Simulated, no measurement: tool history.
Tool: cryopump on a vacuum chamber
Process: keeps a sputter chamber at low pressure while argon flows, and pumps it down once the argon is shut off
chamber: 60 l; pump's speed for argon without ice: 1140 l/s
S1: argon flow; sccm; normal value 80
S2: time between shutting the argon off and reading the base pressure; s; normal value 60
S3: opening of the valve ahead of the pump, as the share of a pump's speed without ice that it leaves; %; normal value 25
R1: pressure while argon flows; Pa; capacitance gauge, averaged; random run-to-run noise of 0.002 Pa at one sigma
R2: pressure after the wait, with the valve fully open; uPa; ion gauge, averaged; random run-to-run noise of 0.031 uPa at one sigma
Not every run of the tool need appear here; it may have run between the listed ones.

run	day	S1	S2	S3	R1	R2
1	0	80	60	25	0.4755	3.52
2	0.408	80	60	25	0.4815	3.55
3	0.812	80	60	25	0.4784	3.45
4	1.638	80	60	25	0.4815	3.66
5	2.592	80	60	25	0.4784	3.6
6	3.167	80	60	25	0.4805	3.56
7	3.608	80	60	25	0.4795	3.47
8	4.05	80	60	25	0.4798	3.66
9	4.971	80	60	25	0.4837	3.58
10	5.558	80	60	25	0.4799	3.6
11	6.333	80	60	15	0.7952	3.64
12	7.092	80	79	25	0.4783	3.34
13	8.017	80	79	25	0.4816	3.42
14	8.554	80	79	25	0.485	3.3
15	8.983	80	79	25	0.4802	3.29
16	9.512	80	79	25	0.4839	3.38
17	9.933	80	79	25	0.4834	3.3
18	10.683	32	60	25	0.1913	3.7
19	11.35	32	60	25	0.1921	3.74
20	11.842	32	60	25	0.1931	3.73
21	12.333	32	60	25	0.1928	3.7
22	13.217	32	60	25	0.1947	3.74
23	14.1	80	60	54	0.226	3.66
24	14.571	136	60	25	0.8175	3.71
25	15.012	80	220	46	0.2651	2.77
26	15.642	103	66	53	0.2977	3.63
27	16.558	103	74	21	0.7424	3.49
28	17.046	39	132	23	0.2554	3
29	17.483	39	105	19	0.3094	3.18
30	18.429	117	60	25	0.7049	3.84
31	19.358	117	60	25	0.7082	3.86
32	20.254	144	30	26	0.83	5.07
33	20.783	80	60	41	0.2981	3.87
34	21.488	80	60	41	0.2997	3.8

How would selected steps in R1 from run to run divide? Give the signed amount a tool lacking its hidden state would still show from settings, what came in and random variation, and the signed amount left for the hidden state, including any gauge scatter that is not in both of the compared results.
The tool's hidden condition here consists of: pump's speed, % of a pump's without ice; cold plate's temperature, K; leak into the chamber, uPa l/s; drift of the gauge itself on working_pa, %; drift of the gauge itself on base_upa, %.
Run 23 -> 24: S1 80 -> 136, S3 54 -> 25. R1 +0.5915 Pa: hidden state +0.0056, all else +0.5859.
Run 24 -> 25: S1 136 -> 80, S2 60 -> 220, S3 25 -> 46. R1 -0.5524 Pa: hidden state -0.0053, all else -0.5471.
Run 27 -> 28: S1 103 -> 39, S2 74 -> 132, S3 21 -> 23. R1 -0.487 Pa: hidden state -0.0067, all else -0.4803.
Run 29 -> 30: S1 39 -> 117, S2 105 -> 60, S3 19 -> 25. R1 +0.3955 Pa: hidden state +0.0087, all else +0.3868.
Run 32 -> 33: S1 144 -> 80, S2 30 -> 60, S3 26 -> 41. R1 -0.5319 Pa: hidden state -0.0071, all else -0.5248.
